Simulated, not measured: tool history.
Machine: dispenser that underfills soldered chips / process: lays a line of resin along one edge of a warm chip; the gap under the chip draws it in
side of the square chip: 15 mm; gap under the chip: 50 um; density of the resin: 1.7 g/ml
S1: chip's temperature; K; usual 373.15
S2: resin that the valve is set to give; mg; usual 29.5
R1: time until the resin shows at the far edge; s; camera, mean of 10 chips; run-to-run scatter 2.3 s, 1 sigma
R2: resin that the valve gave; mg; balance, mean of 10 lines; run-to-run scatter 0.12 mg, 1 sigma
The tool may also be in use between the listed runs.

run	hour	S1	S2	R1	R2
1	0.0	373.15	29.5	237.2	29.23
2	7.7	373.15	29.5	284.3	28.89
3	12.4	373.15	29.5	316.4	28.97
# hour 18.9: new syringe of resin
4	20.2	386.15	29.5	172.0	28.68
5	24.6	386.15	29.5	194.1	28.94
6	28.7	386.15	29.5	211.7	28.59
7	33.1	369.15	29.5	366.1	28.59
8	37.1	369.15	29.5	401.9	28.73
# hour 39.0: new syringe of resin
9	43.8	373.15	29.5	264.0	28.73
10	50.6	373.15	34.6	309.2	33.37
11	55.6	377.15	34.6	311.7	33.78
# hour 58.8: new syringe of resin
12	60.8	378.15	29.5	213.3	28.55
13	68.2	387.15	34.1	198.8	33.26
14	72.6	378.15	27.1	288.5	26.16
# hour 78.6: new syringe of resin
15	80.5	374.15	27.6	237.8	26.78
16	86.6	364.15	25.6	372.6	24.72
17	90.5	374.15	36.1	292.0	34.52
18	94.5	367.15	28.6	399.3	27.43
# hour 98.3: new syringe of resin
19	101.5	367.15	28.6	291.2	27.41

Per-run results on a tool with no hidden state, each run keeping its own random variation:
Hidden state at play: resin's viscosity, % of fresh resin's; dose that the valve gives, % of what is set; true chip temperature over the reading, C; drift of the gauge itself on fill_s, %; drift of the gauge itself on given_mg, %.
run	R1	R2
1	229.4	29.75
2	228.0	29.45
3	226.8	29.57
4	163.8	29.34
5	166.1	29.63
6	164.2	29.31
7	255.3	29.33
8	254.2	29.50
9	230.3	29.55
10	229.4	34.38
11	205.2	34.83
12	202.4	29.48
13	157.9	34.40
14	205.2	27.09
15	227.1	27.78
16	306.2	25.68
17	220.2	35.89
18	272.7	28.54
19	271.1	28.58
